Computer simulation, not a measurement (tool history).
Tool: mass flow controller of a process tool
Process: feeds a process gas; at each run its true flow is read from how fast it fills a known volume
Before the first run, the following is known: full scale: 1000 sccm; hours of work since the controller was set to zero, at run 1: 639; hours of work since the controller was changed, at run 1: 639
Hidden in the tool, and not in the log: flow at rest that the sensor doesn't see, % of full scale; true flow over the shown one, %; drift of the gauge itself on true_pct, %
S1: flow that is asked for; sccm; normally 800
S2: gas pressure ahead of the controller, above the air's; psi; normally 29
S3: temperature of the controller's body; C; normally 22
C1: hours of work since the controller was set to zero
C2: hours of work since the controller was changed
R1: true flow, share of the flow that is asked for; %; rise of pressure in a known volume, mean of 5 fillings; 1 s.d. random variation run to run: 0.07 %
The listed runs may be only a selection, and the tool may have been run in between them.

run    hour   S1    S2  S3   C1    C2     R1
  1       0  800    29  22  639   639  99.27
  2    63.4  800    29  27  660   660  99.79
  3   178.7  800    29  27  699   699  99.66
  4   272.5  800    31  27  730   730  99.78
  5   340.1  800    29  27  753   753  99.77
  6   419.2  800    29  22  779   779  99.19
  7   491.4  800    29  22  803   803  99.25
      498.4  -- controller's zero set anew
  8   604.2  800    29  22   35   841   99.3
  9   704.1  800    29  22   69   874  99.36
 10   786.7  800    29  22   96   902  99.11
 11   923.1  800  29.9  20  142   947  98.93
      978.2  -- controller's zero set anew, once more
 12     988  438  29.9  22    3   969  98.33
 13    1071  438  21.8  37   31   996  99.85
 14  1189.8  109  27.8  22   71  1036  97.84
 15  1329.7  105  27.8  21  117  1083  97.87
 16  1459.7  139  27.8  22  161  1126  97.94
 17  1595.6  787  27.8  22  206  1172  98.99
 18  1682.1  108  27.8  32  235  1200  98.96
 19  1778.2  108  27.8  32  267  1233  98.88
 20  1879.2  116  22.2  34  301  1266  99.13

3 ways to go on from here, each from the tool as it stands after run 20. What would each give?
  A  2008.5  322    38  22  344  1309   ?
  B  2008.5  800  38.7  22  344  1309   ?
  C  2008.5  116  26.4  34  344  1309   ?

run     R1
  A  97.99
  B  98.93
  C  99.13
The same runs, with their run-to-run variation unchanged, on a tool lacking any hidden condition would have given:
run     R1
  A  98.27
  B  99.28
  C  99.19
